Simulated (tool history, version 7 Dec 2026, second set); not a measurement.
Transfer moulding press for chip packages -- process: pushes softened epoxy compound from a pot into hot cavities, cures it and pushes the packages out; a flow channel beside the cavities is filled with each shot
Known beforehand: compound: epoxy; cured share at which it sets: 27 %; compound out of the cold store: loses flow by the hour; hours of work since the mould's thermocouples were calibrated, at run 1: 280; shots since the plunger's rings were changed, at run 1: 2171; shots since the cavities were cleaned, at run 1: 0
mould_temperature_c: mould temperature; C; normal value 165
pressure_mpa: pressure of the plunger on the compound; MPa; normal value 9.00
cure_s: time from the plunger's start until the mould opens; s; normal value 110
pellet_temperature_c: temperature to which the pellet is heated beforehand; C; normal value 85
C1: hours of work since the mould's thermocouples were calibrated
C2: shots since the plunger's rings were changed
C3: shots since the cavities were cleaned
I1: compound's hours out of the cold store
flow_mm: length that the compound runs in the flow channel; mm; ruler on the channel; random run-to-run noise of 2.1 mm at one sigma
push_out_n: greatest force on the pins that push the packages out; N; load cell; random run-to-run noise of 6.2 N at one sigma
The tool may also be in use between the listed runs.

Run 1, hour 0.0: usual settings; C1 280; C2 2171; C3 0; I1 40.3. Result: flow_mm 685 mm, push_out_n 225 N.
Run 2, hour 43.2: usual settings; C1 309; C2 2687; C3 516; I1 45.9. Result: flow_mm 662 mm, push_out_n 410 N.
At hour 77.5: cavities cleaned with cleaning compound and waxed.
Run 3, hour 114.4: usual settings; C1 357; C2 3519; C3 441; I1 39.3. Result: flow_mm 683 mm, push_out_n 425 N.
Run 4, hour 145.9: usual settings; C1 379; C2 3896; C3 818; I1 22.2. Result: flow_mm 756 mm, push_out_n 460 N.
At hour 156.4: cavities cleaned with cleaning compound and waxed.
Run 5, hour 206.4: usual settings; C1 419; C2 4600; C3 597; I1 39.3. Result: flow_mm 678 mm, push_out_n 428 N.
At hour 237.2: cavities cleaned with cleaning compound and waxed.
Run 6, hour 274.8: usual settings; C1 465; C2 5399; C3 449; I1 18.4. Result: flow_mm 761 mm, push_out_n 446 N.
At hour 310.6: plunger's sealing rings changed.
At hour 318.4: cavities cleaned with cleaning compound and waxed.
Run 7, hour 322.9: usual settings but pellet_temperature_c 93 C; C1 495; C2 130; C3 55; I1 37.6. Result: flow_mm 709 mm, push_out_n 274 N.
Run 8, hour 360.8: usual settings but pellet_temperature_c 84 C; C1 521; C2 582; C3 507; I1 46.6. Result: flow_mm 672 mm, push_out_n 419 N.
At hour 397.6: cavities cleaned with cleaning compound and waxed.
Run 9, hour 423.5: usual settings but pellet_temperature_c 84 C; C1 563; C2 1313; C3 310; I1 27.2. Result: flow_mm 752 mm, push_out_n 377 N.
Run 10, hour 457.2: usual settings but pellet_temperature_c 84 C; C1 586; C2 1715; C3 712; I1 42.8. Result: flow_mm 686 mm, push_out_n 462 N.
At hour 475.8: cavities cleaned with cleaning compound and waxed.
Run 11, hour 496.6: usual settings but pellet_temperature_c 84 C; C1 612; C2 2169; C3 250; I1 40.7. Result: flow_mm 684 mm, push_out_n 366 N.
Run 12, hour 549.7: usual settings but pellet_temperature_c 84 C; C1 648; C2 2803; C3 884; I1 47.1. Result: flow_mm 657 mm, push_out_n 469 N.
At hour 555.1: cavities cleaned with cleaning compound and waxed.
Run 13, hour 596.2: usual settings but pellet_temperature_c 84 C; C1 679; C2 3340; C3 492; I1 47.9. Result: flow_mm 651 mm, push_out_n 438 N.
At hour 634.3: cavities cleaned with cleaning compound and waxed.
Run 14, hour 638.6: usual settings but pellet_temperature_c 84 C; C1 707; C2 3828; C3 50; I1 23.4. Result: flow_mm 749 mm, push_out_n 277 N.
Run 15, hour 689.1: usual settings but pressure_mpa 7.08 MPa, pellet_temperature_c 87 C; C1 741; C2 4432; C3 654; I1 13.0. Result: flow_mm 704 mm, push_out_n 456 N.
At hour 711.9: cavities cleaned with cleaning compound and waxed.
Run 16, hour 747.6: usual settings but pressure_mpa 7.08 MPa, pellet_temperature_c 87 C; C1 780; C2 5112; C3 426; I1 24.3. Result: flow_mm 652 mm, push_out_n 429 N.
At hour 789.7: cavities cleaned with cleaning compound and waxed.
Run 17, hour 789.7: usual settings but mould_temperature_c 160 C, pressure_mpa 8.83 MPa, cure_s 93 s, pellet_temperature_c 77 C; C1 808; C2 5597; C3 0; I1 43.1. Result: flow_mm 663 mm, push_out_n 317 N.
At hour 810.1: plunger's sealing rings changed.
At hour 839.5: mould's thermocouples calibrated.
Run 18, hour 855.8: usual settings but mould_temperature_c 160 C, pressure_mpa 8.83 MPa, cure_s 93 s, pellet_temperature_c 77 C; C1 11; C2 522; C3 736; I1 24.8. Result: flow_mm 766 mm, push_out_n 740 N.
At hour 873.2: cavities cleaned with cleaning compound and waxed.
Run 19, hour 892.6: usual settings but mould_temperature_c 160 C, pressure_mpa 8.83 MPa, cure_s 93 s, pellet_temperature_c 77 C; C1 35; C2 944; C3 232; I1 28.0. Result: flow_mm 752 mm, push_out_n 545 N.
At hour 952.4: cavities cleaned with cleaning compound and waxed.
Run 20, hour 955.7: usual settings but mould_temperature_c 160 C, pressure_mpa 8.83 MPa, cure_s 93 s, pellet_temperature_c 77 C; C1 77; C2 1680; C3 39; I1 10.3. Result: flow_mm 824 mm, push_out_n 402 N.
Run 21, hour 994.0: usual settings but pressure_mpa 9.57 MPa, cure_s 116 s, pellet_temperature_c 87 C; C1 104; C2 2137; C3 496; I1 39.6. Result: flow_mm 711 mm, push_out_n 427 N.
At hour 1029.8: cavities cleaned with cleaning compound and waxed.
Run 22, hour 1029.8: usual settings but pressure_mpa 9.57 MPa, cure_s 116 s, pellet_temperature_c 87 C; C1 127; C2 2546; C3 0; I1 37.5. Result: flow_mm 714 mm, push_out_n 241 N.
Run 23, hour 1064.3: usual settings but pressure_mpa 9.57 MPa, cure_s 116 s, pellet_temperature_c 87 C; C1 151; C2 2959; C3 413; I1 34.6. Result: flow_mm 729 mm, push_out_n 406 N.
Run 24, hour 1104.2: usual settings but pressure_mpa 9.57 MPa, cure_s 125 s, pellet_temperature_c 87 C; C1 178; C2 3435; C3 889; I1 8.8. Result: flow_mm 841 mm, push_out_n 457 N.
At hour 1111.3: cavities cleaned with cleaning compound and waxed.
Run 25, hour 1147.5: usual settings but mould_temperature_c 162 C, pressure_mpa 9.57 MPa, cure_s 125 s, pellet_temperature_c 94 C; C1 207; C2 3935; C3 432; I1 42.2. Result: flow_mm 697 mm, push_out_n 437 N.
At hour 1192.2: cavities cleaned with cleaning compound and waxed.
Run 26, hour 1199.6: usual settings but mould_temperature_c 162 C, pressure_mpa 9.57 MPa, cure_s 125 s, pellet_temperature_c 94 C; C1 241; C2 4539; C3 88; I1 46.9. Result: flow_mm 676 mm, push_out_n 272 N.
Run 27, hour 1265.0: usual settings but mould_temperature_c 166 C, pressure_mpa 9.68 MPa, cure_s 137 s, pellet_temperature_c 76 C; C1 286; C2 5320; C3 869; I1 27.5. Result: flow_mm 745 mm, push_out_n 445 N.

Forecast each of these 3 alternatives for the next run:
At hour 1270.5: cavities cleaned with cleaning compound and waxed.
At hour 1309.7: plunger's sealing rings changed.
Run A, hour 1319.3: usual settings but mould_temperature_c 168 C, pressure_mpa 9.68 MPa, cure_s 95 s, pellet_temperature_c 83 C; C1 320; C2 116; C3 554; I1 40.8. Result: flow_mm ?, push_out_n ?.
At hour 1270.5: cavities cleaned with cleaning compound and waxed.
At hour 1309.7: plunger's sealing rings changed.
Run B, hour 1319.3: usual settings but mould_temperature_c 166 C, pressure_mpa 7.32 MPa, cure_s 137 s, pellet_temperature_c 84 C; C1 320; C2 116; C3 554; I1 30.9. Result: flow_mm ?, push_out_n ?.
At hour 1270.5: cavities cleaned with cleaning compound and waxed.
At hour 1309.7: plunger's sealing rings changed.
Run C, hour 1319.3: usual settings but mould_temperature_c 166 C, pressure_mpa 9.68 MPa, cure_s 112 s, pellet_temperature_c 76 C; C1 320; C2 116; C3 554; I1 43.8. Result: flow_mm ?, push_out_n ?.

run  flow_mm  push_out_n
  A      716         446
  B      662         416
  C      712         431
With the hidden condition removed and each run's random variation left untouched, the same runs would have given:
run  flow_mm  push_out_n
  A      718         239
  B      664         222
  C      714         232

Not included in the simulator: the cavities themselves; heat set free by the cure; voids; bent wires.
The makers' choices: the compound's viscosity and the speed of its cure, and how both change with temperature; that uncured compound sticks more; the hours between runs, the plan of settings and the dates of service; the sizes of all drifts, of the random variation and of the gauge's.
